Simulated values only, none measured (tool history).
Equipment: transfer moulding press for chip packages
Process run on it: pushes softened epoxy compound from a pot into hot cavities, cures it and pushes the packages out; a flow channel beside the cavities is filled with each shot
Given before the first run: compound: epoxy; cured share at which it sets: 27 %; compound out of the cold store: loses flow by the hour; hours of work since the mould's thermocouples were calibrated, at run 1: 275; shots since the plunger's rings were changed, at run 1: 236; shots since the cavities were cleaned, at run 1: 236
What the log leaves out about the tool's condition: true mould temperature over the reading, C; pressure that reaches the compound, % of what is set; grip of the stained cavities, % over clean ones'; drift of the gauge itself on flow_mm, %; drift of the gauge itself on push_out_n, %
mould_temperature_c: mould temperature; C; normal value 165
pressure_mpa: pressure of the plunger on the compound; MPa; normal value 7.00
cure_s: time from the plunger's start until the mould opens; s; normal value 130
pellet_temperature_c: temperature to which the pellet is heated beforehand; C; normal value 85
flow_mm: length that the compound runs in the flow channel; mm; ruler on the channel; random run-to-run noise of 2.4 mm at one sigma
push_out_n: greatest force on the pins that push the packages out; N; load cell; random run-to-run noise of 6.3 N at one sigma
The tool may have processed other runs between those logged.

| run | hour | mould_temperature_c | pressure_mpa | cure_s | pellet_temperature_c | hours of work since the mould's thermocouples were calibrated | shots since the plunger's rings were changed | shots since the cavities were cleaned | incoming compound's hours out of the cold store | flow_mm | push_out_n |
|---|---|---|---|---|---|---|---|---|---|---|---|
| 1 | 0.0 | 165 | 7.00 | 130 | 85 | 275 | 236 | 236 | 37.9 | 767 | 339 |
|  | 48.4 | cavities cleaned with cleaning compound and waxed |
| 2 | 79.8 | 165 | 7.00 | 130 | 85 | 327 | 989 | 302 | 20.4 | 853 | 350 |
|  | 120.6 | cavities cleaned with cleaning compound and waxed |
| 3 | 143.2 | 165 | 7.00 | 130 | 85 | 368 | 1583 | 217 | 22.6 | 834 | 327 |
|  | 192.7 | cavities cleaned with cleaning compound and waxed |
| 4 | 204.2 | 165 | 6.34 | 130 | 85 | 407 | 2154 | 110 | 33.5 | 724 | 292 |
| 5 | 254.0 | 165 | 6.34 | 130 | 85 | 440 | 2632 | 588 | 27.9 | 746 | 392 |
|  | 263.0 | cavities cleaned with cleaning compound and waxed |
|  | 291.0 | plunger's sealing rings changed |
| 6 | 328.8 | 165 | 6.34 | 130 | 85 | 487 | 362 | 607 | 42.4 | 709 | 393 |
|  | 337.6 | cavities cleaned with cleaning compound and waxed |
| 7 | 372.2 | 165 | 7.15 | 130 | 92 | 515 | 766 | 333 | 40.9 | 748 | 334 |
|  | 413.4 | cavities cleaned with cleaning compound and waxed |
| 8 | 424.6 | 165 | 7.00 | 147 | 85 | 549 | 1254 | 107 | 17.4 | 864 | 262 |

What will run 9 give?
| 9 | 478.5 | 165 | 7.00 | 147 | 85 | 584 | 1772 | 625 | 10.9 | ? | ? |

Run 9 produced flow_mm 905 mm, push_out_n 376 N.
Without the tool's hidden state the same run would have given flow_mm 940 mm, push_out_n 229 N.
